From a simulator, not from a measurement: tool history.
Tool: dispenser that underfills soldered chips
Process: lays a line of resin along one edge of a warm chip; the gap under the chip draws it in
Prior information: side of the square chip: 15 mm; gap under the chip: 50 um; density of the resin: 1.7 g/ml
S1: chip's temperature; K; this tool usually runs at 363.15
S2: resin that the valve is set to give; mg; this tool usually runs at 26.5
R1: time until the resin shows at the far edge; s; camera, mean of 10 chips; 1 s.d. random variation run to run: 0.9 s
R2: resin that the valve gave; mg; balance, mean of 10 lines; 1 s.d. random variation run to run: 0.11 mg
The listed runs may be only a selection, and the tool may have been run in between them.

run,day,S1,S2,R1,R2
1,0.000,363.15,26.5,122.9,26.22
2,0.167,363.15,26.5,139.2,26.00
3,0.275,363.15,26.5,154.2,26.09
# day 0.383: new syringe of resin
4,0.467,363.15,26.5,94.5,26.02
5,0.571,363.15,26.5,103.4,26.18
6,0.733,363.15,26.5,118.3,26.07
7,0.842,350.15,26.5,215.9,26.34
8,0.975,363.15,26.5,148.3,26.14
# day 1.129: new syringe of resin
9,1.158,363.15,26.5,88.9,26.26
10,1.283,363.15,26.5,101.2,26.12
11,1.483,371.15,26.5,91.3,26.04
12,1.671,371.15,26.5,110.1,26.19
13,1.750,371.15,26.5,116.9,25.89
14,1.838,371.15,26.5,128.5,26.01
# day 1.867: new syringe of resin
15,2.033,371.15,26.5,75.7,25.84
16,2.167,371.15,32.7,82.4,32.12
17,2.358,371.15,32.7,97.4,31.59
18,2.471,351.15,26.6,229.9,26.06
19,2.550,363.15,23.6,167.1,23.07
# day 2.604: new syringe of resin
20,2.767,372.15,23.2,77.3,22.52
21,2.950,372.15,23.2,90.7,22.64
22,3.038,353.15,29.5,186.2,28.72
23,3.229,368.15,29.7,122.2,28.67
# day 3.333: new syringe of resin
24,3.421,352.15,26.3,141.9,25.39

Expected results for the next run?
25,3.562,358.15,28.7,?,?

Run 25 came out at R1 127.4 s, R2 27.91 mg.
Take away the tool's hidden state, keep the run-to-run variation as it was, and the same run would have given R1 100.0 s, R2 28.79 mg.
